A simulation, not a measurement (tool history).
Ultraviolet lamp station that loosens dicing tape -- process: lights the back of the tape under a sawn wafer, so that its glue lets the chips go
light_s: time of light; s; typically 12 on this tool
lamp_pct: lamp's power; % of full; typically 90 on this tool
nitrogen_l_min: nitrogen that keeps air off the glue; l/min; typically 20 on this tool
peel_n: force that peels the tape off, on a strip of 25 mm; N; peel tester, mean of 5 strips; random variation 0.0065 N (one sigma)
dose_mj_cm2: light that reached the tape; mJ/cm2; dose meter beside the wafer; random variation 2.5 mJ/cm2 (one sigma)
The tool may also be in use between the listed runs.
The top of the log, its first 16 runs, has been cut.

run	day	light_s	lamp_pct	nitrogen_l_min	hours of work of the lamp	hours of work since the window was cleaned	peel_n	dose_mj_cm2
17	28.925	12	90	20	585	193	0.209	306
18	31.375	12	90	20	620	228	0.207	310
# day 31.646: window cleaned of glue's vapour
19	33.017	12	90	27	644	20	0.164	307
20	34.771	12	73	12	670	46	0.562	250
21	36.100	12	73	12	689	65	0.560	248
22	38.371	22	78	11	722	98	0.121	496
23	40.304	22	78	11	750	126	0.120	494
24	42.454	22	78	11	782	158	0.130	492
25	43.725	9	77	11	800	176	1.075	198
26	44.967	9	77	11	818	194	0.998	197
27	46.225	9	77	11	837	213	1.044	197
# day 47.583: window cleaned of glue's vapour
28	47.883	6	90	9	861	4	1.761	155
29	50.262	6	90	9	895	39	1.835	154
30	52.671	22	98	15	930	74	0.103	615
31	54.392	22	98	15	956	99	0.100	613
32	55.425	22	98	15	971	114	0.095	614
33	57.258	12	73	26	997	141	0.298	251

What if the next run were any one of these 3? Each begins from the tool's condition after run 33:
A	58.962	20	65	29	1022	166	?	?
B	58.962	8	73	11	1022	166	?	?
C	58.962	23	86	37	1022	166	?	?

run	peel_n	dose_mj_cm2
A	0.129	372
B	1.412	168
C	0.094	572
With the hidden condition removed and each run's random variation left untouched, the same runs would have given:
run	peel_n	dose_mj_cm2
A	0.129	373
B	1.406	169
C	0.094	573

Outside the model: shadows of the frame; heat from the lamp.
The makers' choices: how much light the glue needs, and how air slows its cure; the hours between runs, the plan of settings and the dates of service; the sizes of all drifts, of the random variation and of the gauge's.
